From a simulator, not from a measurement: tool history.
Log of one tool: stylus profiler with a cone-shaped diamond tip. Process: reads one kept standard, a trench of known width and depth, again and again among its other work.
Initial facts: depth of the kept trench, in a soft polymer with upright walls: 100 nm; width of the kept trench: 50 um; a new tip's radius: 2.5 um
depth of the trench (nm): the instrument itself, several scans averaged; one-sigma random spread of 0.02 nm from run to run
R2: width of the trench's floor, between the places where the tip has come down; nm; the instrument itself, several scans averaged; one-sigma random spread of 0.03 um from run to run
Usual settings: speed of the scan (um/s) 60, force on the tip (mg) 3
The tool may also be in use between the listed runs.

run 1 hour=0 | speed_of_the_scan_(um/s)=60 force_on_the_tip_(mg)=3 | depth_of_the_trench_(nm)=100.65 R2=48520
run 2 hour=21.4 | speed_of_the_scan_(um/s)=60 force_on_the_tip_(mg)=3 | depth_of_the_trench_(nm)=100.67 R2=48530
run 3 hour=41.3 | speed_of_the_scan_(um/s)=60 force_on_the_tip_(mg)=3 | depth_of_the_trench_(nm)=100.62 R2=48470
run 4 hour=60.2 | speed_of_the_scan_(um/s)=60 force_on_the_tip_(mg)=3 | depth_of_the_trench_(nm)=100.64 R2=48450
run 5 hour=83.6 | speed_of_the_scan_(um/s)=60 force_on_the_tip_(mg)=3 | depth_of_the_trench_(nm)=100.65 R2=48450
run 6 hour=115.5 | speed_of_the_scan_(um/s)=60 force_on_the_tip_(mg)=5.04 | depth_of_the_trench_(nm)=100.89 R2=48520
run 7 hour=141.2 | speed_of_the_scan_(um/s)=60 force_on_the_tip_(mg)=5.04 | depth_of_the_trench_(nm)=100.89 R2=48470
run 8 hour=170.6 | speed_of_the_scan_(um/s)=42 force_on_the_tip_(mg)=3 | depth_of_the_trench_(nm)=100.61 R2=48480
run 9 hour=190.3 | speed_of_the_scan_(um/s)=60 force_on_the_tip_(mg)=3 | depth_of_the_trench_(nm)=100.64 R2=48430
run 10 hour=211.7 | speed_of_the_scan_(um/s)=60 force_on_the_tip_(mg)=8.04 | depth_of_the_trench_(nm)=101.26 R2=48490
run 11 hour=239.8 | speed_of_the_scan_(um/s)=60 force_on_the_tip_(mg)=8.04 | depth_of_the_trench_(nm)=101.27 R2=48370
run 12 hour=275.2 | speed_of_the_scan_(um/s)=60 force_on_the_tip_(mg)=1.03 | depth_of_the_trench_(nm)=100.27 R2=48330
run 13 hour=307.4 | speed_of_the_scan_(um/s)=60 force_on_the_tip_(mg)=1.03 | depth_of_the_trench_(nm)=100.27 R2=48320
run 14 hour=339.1 | speed_of_the_scan_(um/s)=60 force_on_the_tip_(mg)=1.03 | depth_of_the_trench_(nm)=100.25 R2=48220
run 15 hour=369.5 | speed_of_the_scan_(um/s)=60 force_on_the_tip_(mg)=1.03 | depth_of_the_trench_(nm)=100.27 R2=48170
run 16 hour=394.2 | speed_of_the_scan_(um/s)=60 force_on_the_tip_(mg)=1.03 | depth_of_the_trench_(nm)=100.25 R2=48250
run 17 hour=410.4 | speed_of_the_scan_(um/s)=60 force_on_the_tip_(mg)=1.03 | depth_of_the_trench_(nm)=100.24 R2=48230
run 18 hour=446 | speed_of_the_scan_(um/s)=140 force_on_the_tip_(mg)=3 | depth_of_the_trench_(nm)=100.59 R2=48140
run 19 hour=467.2 | speed_of_the_scan_(um/s)=140 force_on_the_tip_(mg)=3 | depth_of_the_trench_(nm)=100.61 R2=48100
run 20 hour=501.8 | speed_of_the_scan_(um/s)=151 force_on_the_tip_(mg)=6.61 | depth_of_the_trench_(nm)=101.02 R2=48200
run 21 hour=520.4 | speed_of_the_scan_(um/s)=157 force_on_the_tip_(mg)=2.41 | depth_of_the_trench_(nm)=100.46 R2=48000
run 22 hour=537.3 | speed_of_the_scan_(um/s)=43 force_on_the_tip_(mg)=1.27 | depth_of_the_trench_(nm)=100.27 R2=48250
run 23 hour=552.6 | speed_of_the_scan_(um/s)=43 force_on_the_tip_(mg)=1.27 | depth_of_the_trench_(nm)=100.3 R2=48260
run 24 hour=583.8 | speed_of_the_scan_(um/s)=27 force_on_the_tip_(mg)=3 | depth_of_the_trench_(nm)=100.62 R2=48290
run 25 hour=608.5 | speed_of_the_scan_(um/s)=27 force_on_the_tip_(mg)=3 | depth_of_the_trench_(nm)=100.57 R2=48360
run 26 hour=632.3 | speed_of_the_scan_(um/s)=27 force_on_the_tip_(mg)=3 | depth_of_the_trench_(nm)=100.55 R2=48310
run 27 hour=663.8 | speed_of_the_scan_(um/s)=30 force_on_the_tip_(mg)=3.34 | depth_of_the_trench_(nm)=100.6 R2=48330
run 28 hour=694.4 | speed_of_the_scan_(um/s)=30 force_on_the_tip_(mg)=3.34 | depth_of_the_trench_(nm)=100.62 R2=48310
run 29 hour=727.1 | speed_of_the_scan_(um/s)=163 force_on_the_tip_(mg)=2.21 | depth_of_the_trench_(nm)=100.44 R2=47910
run 30 hour=759.4 | speed_of_the_scan_(um/s)=163 force_on_the_tip_(mg)=2.21 | depth_of_the_trench_(nm)=100.43 R2=47920
run 31 hour=779.4 | speed_of_the_scan_(um/s)=47 force_on_the_tip_(mg)=8.48 | depth_of_the_trench_(nm)=101.21 R2=48310
run 32 hour=797.1 | speed_of_the_scan_(um/s)=130 force_on_the_tip_(mg)=1.02 | depth_of_the_trench_(nm)=100.21 R2=47780
run 33 hour=828.9 | speed_of_the_scan_(um/s)=33 force_on_the_tip_(mg)=8.61 | depth_of_the_trench_(nm)=101.24 R2=48310
run 34 hour=854.5 | speed_of_the_scan_(um/s)=33 force_on_the_tip_(mg)=8.61 | depth_of_the_trench_(nm)=101.25 R2=48280
run 35 hour=869.1 | speed_of_the_scan_(um/s)=128 force_on_the_tip_(mg)=1.36 | depth_of_the_trench_(nm)=100.25 R2=47840
run 36 hour=898.2 | speed_of_the_scan_(um/s)=95 force_on_the_tip_(mg)=1.07 | depth_of_the_trench_(nm)=100.21 R2=47920
run 37 hour=917.8 | speed_of_the_scan_(um/s)=104 force_on_the_tip_(mg)=1.81 | depth_of_the_trench_(nm)=100.35 R2=47920
run 38 hour=951.5 | speed_of_the_scan_(um/s)=208 force_on_the_tip_(mg)=6.69 | depth_of_the_trench_(nm)=101 R2=47900

Here are 3 independent what-if runs from the current tool condition. What would each one return?
run A hour=986.8 | speed_of_the_scan_(um/s)=19 force_on_the_tip_(mg)=6.69 | depth_of_the_trench_(nm)=? R2=?
run B hour=986.8 | speed_of_the_scan_(um/s)=38 force_on_the_tip_(mg)=4.03 | depth_of_the_trench_(nm)=? R2=?
run C hour=986.8 | speed_of_the_scan_(um/s)=21 force_on_the_tip_(mg)=2.17 | depth_of_the_trench_(nm)=? R2=?

run=A depth_of_the_trench_(nm)=100.99 R2=48260
run=B depth_of_the_trench_(nm)=100.67 R2=48170
run=C depth_of_the_trench_(nm)=100.39 R2=48180
With no hidden state in the tool, these same runs would have given:
run=A depth_of_the_trench_(nm)=101.14 R2=48590
run=B depth_of_the_trench_(nm)=100.81 R2=48500
run=C depth_of_the_trench_(nm)=100.53 R2=48510
